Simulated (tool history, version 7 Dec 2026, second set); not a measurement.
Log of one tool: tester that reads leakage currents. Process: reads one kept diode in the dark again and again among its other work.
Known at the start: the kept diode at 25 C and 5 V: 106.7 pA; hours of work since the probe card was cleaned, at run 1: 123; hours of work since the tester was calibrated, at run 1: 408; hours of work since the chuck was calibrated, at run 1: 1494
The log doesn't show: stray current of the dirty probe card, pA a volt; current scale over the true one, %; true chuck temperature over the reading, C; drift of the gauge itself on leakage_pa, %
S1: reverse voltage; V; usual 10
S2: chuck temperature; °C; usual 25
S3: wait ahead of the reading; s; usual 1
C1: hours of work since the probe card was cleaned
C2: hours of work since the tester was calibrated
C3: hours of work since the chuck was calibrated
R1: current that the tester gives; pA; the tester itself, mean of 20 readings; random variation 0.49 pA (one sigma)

| run | hour | S1 | S2 | S3 | C1 | C2 | C3 | R1 |
|---|---|---|---|---|---|---|---|---|
| 1 | 0 | 10 | 25 | 1 | 123 | 408 | 1494 | 171.22 |
| 2 | 45.4 | 10 | 25 | 1 | 151 | 437 | 1523 | 170.93 |
| 3 | 108.8 | 10 | 25 | 1 | 192 | 477 | 1563 | 170.24 |
| 4 | 140.5 | 2.2 | 25 | 1 | 212 | 497 | 1583 | 70.85 |
| 5 | 197.2 | 2.2 | 25 | 1 | 247 | 533 | 1619 | 71.02 |
| 6 | 239.1 | 2.2 | 25 | 1 | 274 | 560 | 1645 | 70.88 |
| 7 | 268.6 | 2.2 | 25 | 1 | 293 | 578 | 1664 | 70.86 |
| 8 | 324.4 | 2.2 | 25 | 1 | 328 | 614 | 1699 | 70.85 |
| 9 | 390.2 | 14.2 | 43 | 1 | 370 | 655 | 1741 | 951.48 |
| 10 | 422.8 | 8.4 | 36 | 0.95 | 390 | 676 | 1762 | 399.09 |
| 11 | 457 | 10 | 33 | 7.29 | 412 | 698 | 1783 | 343.01 |
|  | 461.8 | chuck's temperature calibrated |
| 12 | 493.8 | 10 | 33 | 7.29 | 434 | 720 | 20 | 347.64 |
| 13 | 527.6 | 6.1 | 25 | 0.79 | 455 | 741 | 42 | 131.01 |
| 14 | 584.7 | 2.2 | 47 | 0.45 | 491 | 777 | 78 | 447.51 |
| 15 | 644.2 | 13 | 47 | 5.87 | 529 | 815 | 115 | 1258.64 |
|  | 699 | chuck's temperature calibrated, once more |
| 16 | 699 | 4.1 | 47 | 0.95 | 562 | 848 | 0 | 594.65 |

3 ways to go on from here, each from the tool as it stands after run 16. What would each give?
| A | 758.2 | 10 | 44 | 3.74 | 600 | 886 | 37 | ? |
| B | 758.2 | 2.5 | 47 | 0.37 | 600 | 886 | 37 | ? |
| C | 758.2 | 4.1 | 26 | 2.04 | 600 | 886 | 37 | ? |

| run | R1 |
|---|---|
| A | 790.95 |
| B | 447.72 |
| C | 104.55 |
Without the tool's hidden state the same runs would have given:
| run | R1 |
|---|---|
| A | 790.77 |
| B | 448.2 |
| C | 103.98 |
